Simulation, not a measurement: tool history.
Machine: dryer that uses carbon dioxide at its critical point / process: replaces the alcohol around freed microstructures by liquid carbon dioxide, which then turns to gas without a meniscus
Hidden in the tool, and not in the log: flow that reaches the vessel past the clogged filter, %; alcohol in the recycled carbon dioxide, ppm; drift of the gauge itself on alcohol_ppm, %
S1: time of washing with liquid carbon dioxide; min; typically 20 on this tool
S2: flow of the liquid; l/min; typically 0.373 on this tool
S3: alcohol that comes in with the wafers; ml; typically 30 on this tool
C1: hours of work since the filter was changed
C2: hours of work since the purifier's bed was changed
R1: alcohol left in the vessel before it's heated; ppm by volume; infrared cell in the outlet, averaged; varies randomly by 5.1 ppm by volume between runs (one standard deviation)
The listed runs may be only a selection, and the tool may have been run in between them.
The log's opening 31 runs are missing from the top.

{"run": 32, "day": 8.85, "S1": 28, "S2": 0.599, "S3": 46, "C1": 412, "C2": 245, "R1": 77}
{"run": 33, "day": 9.054, "S1": 23, "S2": 0.373, "S3": 30, "C1": 414, "C2": 247, "R1": 134}
{"run": 34, "day": 9.412, "S1": 18, "S2": 0.373, "S3": 89, "C1": 418, "C2": 251, "R1": 742}
{"run": 35, "day": 9.638, "S1": 28, "S2": 0.256, "S3": 37, "C1": 420, "C2": 253, "R1": 246}
{"run": 36, "day": 9.846, "S1": 28, "S2": 0.256, "S3": 37, "C1": 422, "C2": 256, "R1": 257}
{"run": 37, "day": 10.183, "S1": 28, "S2": 0.256, "S3": 37, "C1": 426, "C2": 259, "R1": 265}
{"run": 38, "day": 10.504, "S1": 28, "S2": 0.256, "S3": 37, "C1": 429, "C2": 262, "R1": 255}
{"run": 39, "day": 10.771, "S1": 24, "S2": 0.358, "S3": 86, "C1": 432, "C2": 265, "R1": 243}
{"run": 40, "day": 11.021, "S1": 12, "S2": 0.277, "S3": 45, "C1": 434, "C2": 268, "R1": 3909}
{"run": 41, "day": 11.325, "S1": 12, "S2": 0.277, "S3": 45, "C1": 437, "C2": 271, "R1": 3885}
{"run": 42, "day": 11.642, "S1": 25, "S2": 0.277, "S3": 41, "C1": 441, "C2": 274, "R1": 334}
{"run": 43, "day": 11.929, "S1": 25, "S2": 0.277, "S3": 41, "C1": 444, "C2": 277, "R1": 329}
{"run": 44, "day": 12.262, "S1": 25, "S2": 0.277, "S3": 76, "C1": 447, "C2": 280, "R1": 574}
{"run": 45, "day": 12.621, "S1": 25, "S2": 0.277, "S3": 76, "C1": 451, "C2": 284, "R1": 554}

What if the next run were any one of these 5? Each begins from the tool's condition after run 45:
{"run": "A", "day": 12.842, "S1": 15, "S2": 0.576, "S3": 106, "C1": 453, "C2": 286, "R1": "?"}
{"run": "B", "day": 12.842, "S1": 23, "S2": 0.556, "S3": 93, "C1": 453, "C2": 286, "R1": "?"}
{"run": "C", "day": 12.842, "S1": 13, "S2": 0.384, "S3": 73, "C1": 453, "C2": 286, "R1": "?"}
{"run": "D", "day": 12.842, "S1": 16, "S2": 0.373, "S3": 48, "C1": 453, "C2": 286, "R1": "?"}
{"run": "E", "day": 12.842, "S1": 20, "S2": 0.373, "S3": 25, "C1": 453, "C2": 286, "R1": "?"}

run=A R1=318
run=B R1=92
run=C R1=2036
run=D R1=753
run=E R1=207
With no hidden state in the tool, these same runs would have given:
run=A R1=79
run=B R1=3
run=C R1=1027
run=D R1=314
run=E R1=60
